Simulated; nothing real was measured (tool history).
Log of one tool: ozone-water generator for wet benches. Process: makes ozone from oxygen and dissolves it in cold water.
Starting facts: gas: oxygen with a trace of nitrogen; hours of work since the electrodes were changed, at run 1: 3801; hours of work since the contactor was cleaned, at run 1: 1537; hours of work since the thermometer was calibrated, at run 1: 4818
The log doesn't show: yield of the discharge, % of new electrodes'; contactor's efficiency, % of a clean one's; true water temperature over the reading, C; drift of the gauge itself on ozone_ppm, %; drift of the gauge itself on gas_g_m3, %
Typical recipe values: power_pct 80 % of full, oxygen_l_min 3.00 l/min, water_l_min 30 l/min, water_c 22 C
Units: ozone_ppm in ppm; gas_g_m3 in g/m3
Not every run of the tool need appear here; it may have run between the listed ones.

| run | hour | power_pct | oxygen_l_min | water_l_min | water_c | hours of work since the electrodes were changed | hours of work since the contactor was cleaned | hours of work since the thermometer was calibrated | ozone_ppm | gas_g_m3 |
|---|---|---|---|---|---|---|---|---|---|---|
| 1 | 0.0 | 80 | 3.00 | 30 | 22 | 3801 | 1537 | 4818 | 12.6 | 222.5 |
| 2 | 51.7 | 80 | 3.00 | 30 | 22 | 3850 | 1587 | 4867 | 12.7 | 220.7 |
| 3 | 110.0 | 80 | 5.10 | 30 | 22 | 3906 | 1643 | 4923 | 13.0 | 161.7 |
| 4 | 169.1 | 80 | 5.10 | 30 | 22 | 3963 | 1699 | 4980 | 13.0 | 160.8 |
| 5 | 254.6 | 80 | 5.10 | 30 | 22 | 4045 | 1781 | 5062 | 13.3 | 161.4 |
| 6 | 302.7 | 80 | 5.10 | 30 | 22 | 4091 | 1827 | 5108 | 13.1 | 160.0 |
| 7 | 370.3 | 80 | 5.10 | 30 | 22 | 4156 | 1892 | 5173 | 13.3 | 162.7 |
| 8 | 466.8 | 80 | 5.10 | 30 | 22 | 4248 | 1985 | 5265 | 13.0 | 159.7 |
| 9 | 577.9 | 80 | 5.10 | 30 | 22 | 4355 | 2091 | 5372 | 13.0 | 161.5 |
| 10 | 659.2 | 80 | 5.10 | 30 | 22 | 4433 | 2169 | 5450 | 13.1 | 162.3 |
|  | 730.4 | water thermometer calibrated |
| 11 | 764.4 | 48 | 2.18 | 44 | 21 | 4533 | 2269 | 33 | 6.1 | 206.2 |
| 12 | 842.0 | 56 | 3.97 | 44 | 23 | 4607 | 2344 | 107 | 7.5 | 156.3 |
| 13 | 912.4 | 80 | 3.00 | 36 | 22 | 4675 | 2411 | 174 | 10.4 | 222.2 |
| 14 | 984.0 | 90 | 4.27 | 19 | 14 | 4743 | 2480 | 243 | 22.6 | 191.8 |
| 15 | 1097.1 | 52 | 3.00 | 30 | 26 | 4852 | 2588 | 351 | 9.8 | 177.4 |
| 16 | 1152.0 | 44 | 3.00 | 24 | 22 | 4904 | 2641 | 404 | 11.4 | 163.9 |
| 17 | 1257.8 | 75 | 3.00 | 24 | 18 | 5006 | 2742 | 505 | 15.7 | 216.2 |

Hidden condition of the tool, last listed run before each entry between runs versus first listed run after:
Runs 10 to 11: water thermometer calibrated (hour 730.4)
  true water temperature over the reading, C: 0.01 -> 0
